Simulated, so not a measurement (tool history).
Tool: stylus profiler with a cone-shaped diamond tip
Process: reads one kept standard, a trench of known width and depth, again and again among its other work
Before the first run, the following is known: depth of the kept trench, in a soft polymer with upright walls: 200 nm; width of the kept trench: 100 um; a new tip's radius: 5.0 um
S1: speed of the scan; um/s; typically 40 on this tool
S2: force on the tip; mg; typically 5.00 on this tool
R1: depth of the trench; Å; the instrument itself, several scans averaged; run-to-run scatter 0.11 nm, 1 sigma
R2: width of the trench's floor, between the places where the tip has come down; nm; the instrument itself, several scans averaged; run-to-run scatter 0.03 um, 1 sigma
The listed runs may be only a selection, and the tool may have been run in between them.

run,hour,S1,S2,R1,R2
1,0.0,40,5.00,2030.0,95850
2,35.4,40,5.00,2031.3,95790
3,83.3,40,5.00,2031.7,95800
4,146.8,40,5.00,2031.2,95750
5,201.2,40,5.00,2030.6,95740
6,233.2,17,5.00,2031.1,95720
7,297.5,17,5.00,2032.1,95680
8,341.2,17,5.00,2032.1,95740
9,370.9,17,5.00,2032.6,95680
10,418.5,40,5.00,2033.6,95560
11,459.1,40,5.00,2033.1,95540
12,511.4,40,5.00,2032.1,95490
# hour 579.8: height scale calibrated on a step standard
13,579.8,40,5.00,2037.4,95450
14,620.7,40,5.00,2037.2,95400
15,672.9,40,5.00,2036.1,95420
16,721.7,40,5.00,2037.2,95430
17,760.4,40,5.00,2037.6,95330
18,828.6,40,5.00,2038.6,95330
19,879.3,40,5.00,2035.4,95250
20,930.4,40,7.55,2046.4,95220
# hour 965.1: height scale calibrated on a step standard, once more
21,974.0,40,7.55,2034.7,95190
22,1023.8,40,5.02,2024.1,95190
23,1059.8,40,5.00,2024.5,95170
24,1120.9,18,13.33,2047.1,95160
25,1170.6,15,2.42,2017.7,95100
# hour 1191.2: new tip fitted, height scale calibrated
26,1219.4,48,6.10,2028.5,97050
27,1264.5,53,3.27,2018.5,96980
28,1327.4,110,5.00,2026.0,96780
29,1365.1,122,3.06,2017.1,96580
30,1411.2,97,5.20,2024.6,96670
31,1468.9,22,9.94,2039.6,96980
32,1513.4,22,9.94,2038.7,96810
33,1545.6,20,2.10,2014.4,96790
34,1603.1,93,12.02,2045.9,96710
35,1643.9,93,12.02,2045.8,96680

What will run 36 give?
36,1691.8,14,13.43,?,?

R1: 2048.1 Å
R2: 96730 nm
If the tool had no hidden condition, the same run with the same run-to-run variation would have returned R1 2046.0 Å, R2 97180 nm.
